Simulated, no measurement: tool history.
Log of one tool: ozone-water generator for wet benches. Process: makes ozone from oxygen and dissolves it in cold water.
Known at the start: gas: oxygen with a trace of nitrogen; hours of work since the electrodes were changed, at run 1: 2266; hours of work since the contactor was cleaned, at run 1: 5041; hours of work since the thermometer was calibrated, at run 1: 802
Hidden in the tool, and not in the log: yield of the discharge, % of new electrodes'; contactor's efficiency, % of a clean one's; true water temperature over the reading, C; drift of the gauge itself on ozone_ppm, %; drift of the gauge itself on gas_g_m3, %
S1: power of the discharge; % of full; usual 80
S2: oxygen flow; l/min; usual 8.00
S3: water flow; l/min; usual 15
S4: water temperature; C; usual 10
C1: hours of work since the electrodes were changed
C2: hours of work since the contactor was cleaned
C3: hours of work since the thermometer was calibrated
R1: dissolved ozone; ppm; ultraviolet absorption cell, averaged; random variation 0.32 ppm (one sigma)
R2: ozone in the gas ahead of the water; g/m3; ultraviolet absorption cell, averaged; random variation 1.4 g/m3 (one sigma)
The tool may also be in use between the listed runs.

run,day,S1,S2,S3,S4,C1,C2,C3,R1,R2
1,0.000,80,8.00,15,10,2266,5041,802,50.5,257.0
2,4.608,80,8.00,15,10,2367,5142,903,50.4,257.7
3,8.975,80,8.00,15,10,2462,5237,998,50.4,259.1
# day 14.912: contactor cleaned
4,15.075,80,8.00,15,10,2592,4,1128,50.1,260.9
5,19.408,80,8.00,15,10,2687,98,1223,50.5,260.9
6,24.025,80,8.00,15,10,2788,199,1324,50.5,261.4
7,32.462,80,8.00,15,10,2972,384,1508,51.0,263.4
8,38.729,80,8.00,15,10,3109,521,1645,50.3,262.7
9,45.446,82,8.00,12,7,3256,668,1792,62.7,267.6
10,50.800,80,10.18,15,7,3373,785,1909,52.2,232.4
11,55.838,80,10.18,15,7,3484,895,2020,52.0,232.4
12,61.633,80,10.18,15,7,3610,1022,2146,51.7,231.7

The same runs without the tool's hidden state, with the same run-to-run variation:
run,R2
1,257.1
2,257.4
3,258.3
4,259.5
5,259.2
6,259.1
7,260.3
8,259.0
9,263.2
10,228.1
11,227.7
12,226.5
R1: within 0.1 ppm of the measured result in every run.
